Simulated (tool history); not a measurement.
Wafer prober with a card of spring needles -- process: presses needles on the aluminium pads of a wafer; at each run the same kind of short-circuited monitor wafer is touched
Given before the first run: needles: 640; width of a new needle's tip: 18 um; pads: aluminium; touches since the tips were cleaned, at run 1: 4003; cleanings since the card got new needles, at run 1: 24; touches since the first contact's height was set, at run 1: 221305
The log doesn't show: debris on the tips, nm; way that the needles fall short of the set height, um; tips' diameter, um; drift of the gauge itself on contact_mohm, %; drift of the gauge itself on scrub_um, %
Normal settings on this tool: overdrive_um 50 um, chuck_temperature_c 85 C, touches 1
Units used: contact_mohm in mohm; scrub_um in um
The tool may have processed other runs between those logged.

run,hour,overdrive_um,chuck_temperature_c,touches,touches since the tips were cleaned,cleanings since the card got new needles,touches since the first contact's height was set,contact_mohm,scrub_um
1,0,50,85,1,4003,24,221305,134,8.84
# hour 7.4: tips cleaned on abrasive film
2,8.6,50,85,1,683,25,225959,132,8.85
3,20.7,50,85,1,7286,25,232562,134,8.81
# hour 22.2: tips cleaned on abrasive film
4,31.7,41,85,1,5186,26,238547,138,7.25
# hour 38.1: tips cleaned on abrasive film
5,50.1,41,85,1,6554,27,248514,139,7.24
# hour 51.9: height of the first contact set anew
# hour 53.4: tips cleaned on abrasive film
6,62.9,50,85,2,5206,28,5942,134,8.82
# hour 67.9: tips cleaned on abrasive film
7,79.4,50,85,2,6269,29,14896,137,8.8
# hour 82.9: tips cleaned on abrasive film
# hour 97.6: tips cleaned on abrasive film
8,97.6,50,85,1,0,31,24745,133,8.85
9,107.7,50,85,1,5510,31,30255,136,8.85
# hour 111.9: tips cleaned on abrasive film
10,120.2,50,85,1,4519,32,37050,133,8.82
# hour 126.3: tips cleaned on abrasive film
11,131.3,50,85,1,2709,33,43051,131,8.83
# hour 140.7: tips cleaned on abrasive film
12,142.6,50,85,1,1022,34,49180,133,8.85
13,151,50,85,1,5643,34,53801,130,8.88
# hour 155.1: tips cleaned on abrasive film
14,158.8,68,91,2,2050,35,58025,125,11.98
# hour 169.5: tips cleaned on abrasive film
15,177.5,50,80,2,4338,36,68152,133,8.86
# hour 184.6: tips cleaned on abrasive film
16,186,70,79,1,766,37,72776,125,12.38
# hour 199.3: tips cleaned on abrasive film
17,204.9,40,122,1,3036,38,83033,147,7.05
# hour 213.9: tips cleaned on abrasive film
18,215.6,54,122,3,955,39,88870,137,9.52
19,224.3,34,85,2,5683,39,93598,144,6.01
# hour 228.1: tips cleaned on abrasive film
20,238.3,34,85,2,5611,40,101221,144,6
# hour 243.1: tips cleaned on abrasive film
21,256.9,34,85,2,7538,41,111319,144,6.02
# hour 258.7: tips cleaned on abrasive film
22,270.7,34,38,1,6608,42,118834,135,5.99
# hour 273.2: tips cleaned on abrasive film
# hour 287.8: tips cleaned on abrasive film
23,289.6,37,38,1,975,44,129021,135,6.52
24,299.8,50,75,2,6592,44,134638,132,8.83

What if the next run were any one of these 4? Each begins from the tool's condition after run 24:
# hour 302.9: tips cleaned on abrasive film
A,307.5,69,82,3,2550,45,138797,?,?
# hour 302.9: tips cleaned on abrasive film
B,307.5,50,48,2,2550,45,138797,?,?
# hour 302.9: tips cleaned on abrasive film
C,307.5,41,71,2,2550,45,138797,?,?
# hour 302.9: tips cleaned on abrasive film
D,307.5,50,75,1,2550,45,138797,?,?

run,contact_mohm,scrub_um
A,126,12.2
B,125,8.85
C,136,7.25
D,129,8.84
The same runs, with their run-to-run variation unchanged, on a tool lacking any hidden condition would have given:
run,contact_mohm,scrub_um
A,126,12.2
B,125,8.85
C,136,7.25
D,129,8.84

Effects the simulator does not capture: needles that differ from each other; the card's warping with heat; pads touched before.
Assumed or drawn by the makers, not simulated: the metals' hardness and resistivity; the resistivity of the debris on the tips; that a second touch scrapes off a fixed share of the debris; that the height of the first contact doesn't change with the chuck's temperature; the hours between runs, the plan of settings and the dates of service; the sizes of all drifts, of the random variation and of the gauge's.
